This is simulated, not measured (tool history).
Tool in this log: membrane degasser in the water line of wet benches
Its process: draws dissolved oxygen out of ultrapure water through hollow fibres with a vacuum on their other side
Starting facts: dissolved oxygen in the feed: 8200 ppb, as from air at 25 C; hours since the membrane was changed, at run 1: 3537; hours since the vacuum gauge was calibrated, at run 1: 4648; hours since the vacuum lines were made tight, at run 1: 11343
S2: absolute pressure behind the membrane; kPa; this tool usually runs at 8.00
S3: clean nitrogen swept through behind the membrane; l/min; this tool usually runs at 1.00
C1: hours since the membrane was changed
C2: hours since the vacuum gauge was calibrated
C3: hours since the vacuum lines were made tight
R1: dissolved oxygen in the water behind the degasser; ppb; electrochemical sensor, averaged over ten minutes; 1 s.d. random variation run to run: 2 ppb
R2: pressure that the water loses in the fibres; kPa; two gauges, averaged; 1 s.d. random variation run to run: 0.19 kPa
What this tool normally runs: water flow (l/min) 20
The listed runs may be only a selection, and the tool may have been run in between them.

{"run": 1, "day": 0.0, "water flow (l/min)": 20, "S2": 8.0, "S3": 1.0, "C1": 3537, "C2": 4648, "C3": 11343, "R1": 221.8, "R2": 37.74}
{"run": 2, "day": 4.538, "water flow (l/min)": 16, "S2": 8.0, "S3": 1.0, "C1": 3646, "C2": 4756, "C3": 11452, "R1": 181.8, "R2": 30.33}
{"run": 3, "day": 10.571, "water flow (l/min)": 16, "S2": 8.0, "S3": 1.0, "C1": 3791, "C2": 4901, "C3": 11597, "R1": 181.4, "R2": 30.0}
{"run": 4, "day": 20.279, "water flow (l/min)": 20, "S2": 8.0, "S3": 1.0, "C1": 4024, "C2": 5134, "C3": 11830, "R1": 219.8, "R2": 37.96}
{"run": 5, "day": 30.196, "water flow (l/min)": 13, "S2": 8.0, "S3": 1.0, "C1": 4262, "C2": 5372, "C3": 12067, "R1": 151.9, "R2": 24.82}
{"run": 6, "day": 38.7, "water flow (l/min)": 20, "S2": 5.11, "S3": 1.0, "C1": 4466, "C2": 5576, "C3": 12272, "R1": 96.0, "R2": 37.5}
{"run": 7, "day": 47.454, "water flow (l/min)": 20, "S2": 5.11, "S3": 1.0, "C1": 4676, "C2": 5786, "C3": 12482, "R1": 98.5, "R2": 37.46}
{"run": 8, "day": 53.925, "water flow (l/min)": 20, "S2": 5.11, "S3": 1.0, "C1": 4831, "C2": 5942, "C3": 12637, "R1": 98.0, "R2": 37.96}
{"run": 9, "day": 60.342, "water flow (l/min)": 20, "S2": 8.0, "S3": 0.78, "C1": 4985, "C2": 6096, "C3": 12791, "R1": 274.2, "R2": 37.85}
{"run": 10, "day": 67.288, "water flow (l/min)": 20, "S2": 6.38, "S3": 0.78, "C1": 5152, "C2": 6262, "C3": 12958, "R1": 189.6, "R2": 37.82}
{"run": 11, "day": 72.842, "water flow (l/min)": 20, "S2": 6.38, "S3": 0.78, "C1": 5285, "C2": 6396, "C3": 13091, "R1": 191.0, "R2": 37.92}
{"run": 12, "day": 78.817, "water flow (l/min)": 19, "S2": 8.0, "S3": 1.0, "C1": 5429, "C2": 6539, "C3": 13234, "R1": 214.7, "R2": 35.72}
{"run": 13, "day": 85.079, "water flow (l/min)": 19, "S2": 8.0, "S3": 1.0, "C1": 5579, "C2": 6689, "C3": 13385, "R1": 214.0, "R2": 36.31}
{"run": 14, "day": 94.017, "water flow (l/min)": 20, "S2": 16.45, "S3": 1.0, "C1": 5793, "C2": 6904, "C3": 13599, "R1": 574.7, "R2": 38.06}
{"run": 15, "day": 101.45, "water flow (l/min)": 20, "S2": 16.45, "S3": 1.0, "C1": 5972, "C2": 7082, "C3": 13778, "R1": 583.0, "R2": 37.88}
{"day": 102.1, "done": "vacuum gauge calibrated"}
{"run": 16, "day": 111.708, "water flow (l/min)": 12, "S2": 8.0, "S3": 1.0, "C1": 6217, "C2": 231, "C3": 14023, "R1": 146.3, "R2": 22.83}

What does the tool deliver on the next run?
{"run": 17, "day": 122.546, "water flow (l/min)": 20, "S2": 14.3, "S3": 1.0, "C1": 6478, "C2": 491, "C3": 14283, "R1": "?", "R2": "?"}

{"run 17": {"R1": 489.3, "R2": 38.28}}
With the hidden condition absent and the run-to-run variation left alone, this run would have shown R1 471.5 ppb, R2 37.51 kPa.

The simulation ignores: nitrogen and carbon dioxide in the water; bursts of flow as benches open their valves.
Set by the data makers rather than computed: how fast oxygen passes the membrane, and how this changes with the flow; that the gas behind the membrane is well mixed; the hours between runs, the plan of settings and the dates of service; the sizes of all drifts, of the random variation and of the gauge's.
